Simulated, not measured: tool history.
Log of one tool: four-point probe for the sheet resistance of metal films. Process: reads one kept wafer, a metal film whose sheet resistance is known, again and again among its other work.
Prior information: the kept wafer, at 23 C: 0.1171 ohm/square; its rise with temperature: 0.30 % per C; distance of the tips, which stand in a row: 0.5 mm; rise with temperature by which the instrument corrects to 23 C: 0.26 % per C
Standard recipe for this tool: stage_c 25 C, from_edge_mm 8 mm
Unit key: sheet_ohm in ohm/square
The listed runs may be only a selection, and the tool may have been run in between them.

run,hour,stage_c,from_edge_mm,sheet_ohm
1,0.0,25,8,0.117910
2,19.1,25,27,0.117685
3,36.2,25,27,0.117691
4,52.0,25,27,0.117648
5,70.3,25,8,0.117912
6,79.8,25,17,0.117688
7,88.3,25,17,0.117703
8,105.2,26,8,0.117875
9,125.0,27,8,0.117947
10,143.1,27,8,0.117942
11,155.2,27,8,0.117922
12,172.1,27,8,0.117901
13,188.7,31,8,0.118060
14,205.8,31,8,0.118071
15,223.6,31,8,0.118053
16,236.0,31,8,0.118049
17,250.2,25,8,0.117717
18,264.7,25,8,0.117781
19,278.9,25,8,0.117734
20,296.4,25,8,0.117703
21,304.6,19,8,0.117415
22,313.3,29,8,0.117907
23,332.6,31,17,0.117731
24,351.6,29,3,0.119392
25,366.2,29,3,0.119336
26,385.2,29,3,0.119355
27,403.5,29,3,0.119339
28,419.0,35,42,0.117835
29,436.0,19,73,0.117078
30,451.7,23,19,0.117275
31,467.4,34,4,0.118740
32,482.1,34,4,0.118740
33,498.7,34,4,0.118682
34,507.8,32,10,0.117757
35,526.0,18,70,0.117038
36,536.4,23,70,0.117205
37,549.9,23,70,0.117224
38,567.4,23,70,0.117156
39,576.5,25,5,0.117887
40,594.2,25,33,0.117282
41,609.7,34,57,0.117626
42,619.2,32,13,0.117593
43,628.9,27,19,0.117344
44,646.6,27,4,0.118286

Alternative continuations, all from the tool just after run 44; predict every row:
A,658.8,27,4,?
B,658.8,32,55,?
C,658.8,25,11,?
D,658.8,32,41,?
E,658.8,24,23,?

run,sheet_ohm
A,0.118241
B,0.117516
C,0.117329
D,0.117516
E,0.117155
With no hidden state in the tool, these same runs would have given:
run,sheet_ohm
A,0.118252
B,0.117527
C,0.117340
D,0.117526
E,0.117166
